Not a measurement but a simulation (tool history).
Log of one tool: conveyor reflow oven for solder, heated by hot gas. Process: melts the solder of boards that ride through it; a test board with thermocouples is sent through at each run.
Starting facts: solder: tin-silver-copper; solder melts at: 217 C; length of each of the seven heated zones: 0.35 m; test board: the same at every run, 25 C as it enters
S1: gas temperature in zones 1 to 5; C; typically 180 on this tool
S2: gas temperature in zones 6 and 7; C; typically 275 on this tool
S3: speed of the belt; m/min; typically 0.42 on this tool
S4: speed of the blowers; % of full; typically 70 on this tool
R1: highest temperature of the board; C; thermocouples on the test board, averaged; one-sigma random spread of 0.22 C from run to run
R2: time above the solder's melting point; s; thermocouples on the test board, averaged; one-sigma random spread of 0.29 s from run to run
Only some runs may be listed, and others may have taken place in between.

| run | hour | S1 | S2 | S3 | S4 | R1 | R2 |
|---|---|---|---|---|---|---|---|
| 1 | 0 | 180 | 275 | 0.42 | 70 | 259.5 | 83.8 |
| 2 | 16.2 | 180 | 275 | 0.42 | 70 | 259.2 | 83.8 |
| 3 | 27.1 | 180 | 275 | 0.42 | 70 | 259.4 | 84.3 |
| 4 | 35.7 | 180 | 278 | 0.42 | 70 | 262.2 | 86.3 |
| 5 | 53.7 | 180 | 278 | 0.42 | 70 | 262 | 85.6 |
| 6 | 67.7 | 180 | 278 | 0.42 | 70 | 261.8 | 86.3 |
| 7 | 81.1 | 180 | 275 | 0.42 | 70 | 259.5 | 83.4 |
| 8 | 92.9 | 180 | 275 | 0.42 | 70 | 259.6 | 83.3 |
| 9 | 101.7 | 180 | 275 | 0.42 | 70 | 259.3 | 83.8 |
| 10 | 115.4 | 180 | 275 | 0.42 | 70 | 259.4 | 83.7 |
| 11 | 126.6 | 180 | 275 | 0.42 | 70 | 259 | 83.9 |
| 12 | 144.2 | 180 | 275 | 0.42 | 70 | 258.8 | 83.9 |
| 13 | 155.9 | 168 | 272 | 0.438 | 66 | 251.9 | 67.6 |
| 14 | 167.4 | 190 | 275 | 0.345 | 70 | 266 | 114.9 |
| 15 | 185.5 | 195 | 289 | 0.441 | 71 | 272.3 | 94.4 |
| 16 | 200.4 | 176 | 265 | 0.371 | 70 | 252.7 | 88.2 |
| 17 | 211.4 | 176 | 265 | 0.371 | 70 | 253 | 88.5 |
| 18 | 219.3 | 180 | 273 | 0.346 | 55 | 260.1 | 104.2 |
| 19 | 233.2 | 165 | 276 | 0.487 | 70 | 250.3 | 58.4 |
| 20 | 241.7 | 175 | 276 | 0.487 | 55 | 249.3 | 59.8 |
| 21 | 258.2 | 180 | 289 | 0.364 | 90 | 278.2 | 110 |
| 22 | 267.6 | 180 | 280 | 0.388 | 90 | 267.8 | 97.8 |
| 23 | 278 | 195 | 275 | 0.364 | 56 | 263.4 | 109.8 |
| 24 | 287.1 | 195 | 275 | 0.364 | 56 | 263.3 | 110 |

Below are 4 alternative next runs, each starting from the tool's condition after run 24. Predict each:
| A | 300.9 | 166 | 283 | 0.42 | 56 | ? | ? |
| B | 300.9 | 180 | 265 | 0.389 | 55 | ? | ? |
| C | 300.9 | 183 | 290 | 0.465 | 70 | ? | ? |
| D | 300.9 | 192 | 275 | 0.42 | 70 | ? | ? |

| run | R1 | R2 |
|---|---|---|
| A | 259.6 | 76.9 |
| B | 249.7 | 81.3 |
| C | 268.5 | 82.8 |
| D | 260.6 | 90.9 |
What these runs would have given with no unlogged condition in the tool:
| run | R1 | R2 |
|---|---|---|
| A | 260.6 | 77.4 |
| B | 250.3 | 81.8 |
| C | 269.6 | 82.9 |
| D | 261.3 | 90.8 |

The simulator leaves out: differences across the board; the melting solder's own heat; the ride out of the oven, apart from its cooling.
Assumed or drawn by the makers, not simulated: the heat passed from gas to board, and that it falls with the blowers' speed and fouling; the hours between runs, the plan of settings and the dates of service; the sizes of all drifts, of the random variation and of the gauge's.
